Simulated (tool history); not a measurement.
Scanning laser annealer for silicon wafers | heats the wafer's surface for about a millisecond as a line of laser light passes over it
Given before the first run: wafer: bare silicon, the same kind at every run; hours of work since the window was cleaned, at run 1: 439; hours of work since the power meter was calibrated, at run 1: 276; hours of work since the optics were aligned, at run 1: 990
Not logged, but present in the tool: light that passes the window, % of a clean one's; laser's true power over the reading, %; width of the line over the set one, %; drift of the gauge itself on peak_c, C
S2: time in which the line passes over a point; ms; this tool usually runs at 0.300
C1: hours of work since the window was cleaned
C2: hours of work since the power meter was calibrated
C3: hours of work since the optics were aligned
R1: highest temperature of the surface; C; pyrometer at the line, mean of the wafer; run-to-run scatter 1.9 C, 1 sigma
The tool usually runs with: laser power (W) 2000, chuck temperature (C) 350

{"run": 1, "day": 0.0, "laser power (W)": 2000, "S2": 0.3, "chuck temperature (C)": 350, "C1": 439, "C2": 276, "C3": 990, "R1": 1102}
{"run": 2, "day": 0.617, "laser power (W)": 2000, "S2": 0.3, "chuck temperature (C)": 350, "C1": 447, "C2": 283, "C3": 997, "R1": 1098}
{"run": 3, "day": 1.112, "laser power (W)": 2000, "S2": 0.3, "chuck temperature (C)": 350, "C1": 452, "C2": 289, "C3": 1003, "R1": 1095}
{"run": 4, "day": 1.646, "laser power (W)": 2000, "S2": 0.3, "chuck temperature (C)": 350, "C1": 459, "C2": 295, "C3": 1010, "R1": 1093}
{"run": 5, "day": 1.958, "laser power (W)": 2000, "S2": 0.3, "chuck temperature (C)": 350, "C1": 462, "C2": 299, "C3": 1013, "R1": 1097}
{"day": 2.121, "done": "laser's power meter calibrated"}
{"run": 6, "day": 2.462, "laser power (W)": 2000, "S2": 0.335, "chuck temperature (C)": 350, "C1": 467, "C2": 4, "C3": 1018, "R1": 1146}
{"run": 7, "day": 2.996, "laser power (W)": 2000, "S2": 0.335, "chuck temperature (C)": 385, "C1": 473, "C2": 10, "C3": 1024, "R1": 1181}
{"run": 8, "day": 3.633, "laser power (W)": 1804, "S2": 0.313, "chuck temperature (C)": 350, "C1": 481, "C2": 18, "C3": 1031, "R1": 1039}
{"run": 9, "day": 4.242, "laser power (W)": 1804, "S2": 0.313, "chuck temperature (C)": 350, "C1": 488, "C2": 25, "C3": 1039, "R1": 1042}
{"run": 10, "day": 4.5, "laser power (W)": 1711, "S2": 0.249, "chuck temperature (C)": 350, "C1": 491, "C2": 28, "C3": 1042, "R1": 924}
{"run": 11, "day": 5.079, "laser power (W)": 2111, "S2": 0.249, "chuck temperature (C)": 349, "C1": 498, "C2": 35, "C3": 1048, "R1": 1054}
{"day": 5.325, "done": "laser's power meter calibrated, once more"}
{"run": 12, "day": 5.825, "laser power (W)": 1820, "S2": 0.246, "chuck temperature (C)": 382, "C1": 505, "C2": 6, "C3": 1056, "R1": 982}
{"run": 13, "day": 6.188, "laser power (W)": 1820, "S2": 0.246, "chuck temperature (C)": 382, "C1": 509, "C2": 10, "C3": 1060, "R1": 986}

Each row is a separate what-if for the run after 13, all from the same tool condition, not one after another. Results?
{"run": "A", "day": 6.575, "laser power (W)": 2000, "S2": 0.234, "chuck temperature (C)": 367, "C1": 514, "C2": 15, "C3": 1065, "R1": "?"}
{"run": "B", "day": 6.575, "laser power (W)": 2162, "S2": 0.3, "chuck temperature (C)": 350, "C1": 514, "C2": 15, "C3": 1065, "R1": "?"}
{"run": "C", "day": 6.575, "laser power (W)": 1990, "S2": 0.24, "chuck temperature (C)": 386, "C1": 514, "C2": 15, "C3": 1065, "R1": "?"}

run=A R1=1010
run=B R1=1150
run=C R1=1035
Without the tool's unlogged condition, the same runs would have read:
run=A R1=1040
run=B R1=1187
run=C R1=1065

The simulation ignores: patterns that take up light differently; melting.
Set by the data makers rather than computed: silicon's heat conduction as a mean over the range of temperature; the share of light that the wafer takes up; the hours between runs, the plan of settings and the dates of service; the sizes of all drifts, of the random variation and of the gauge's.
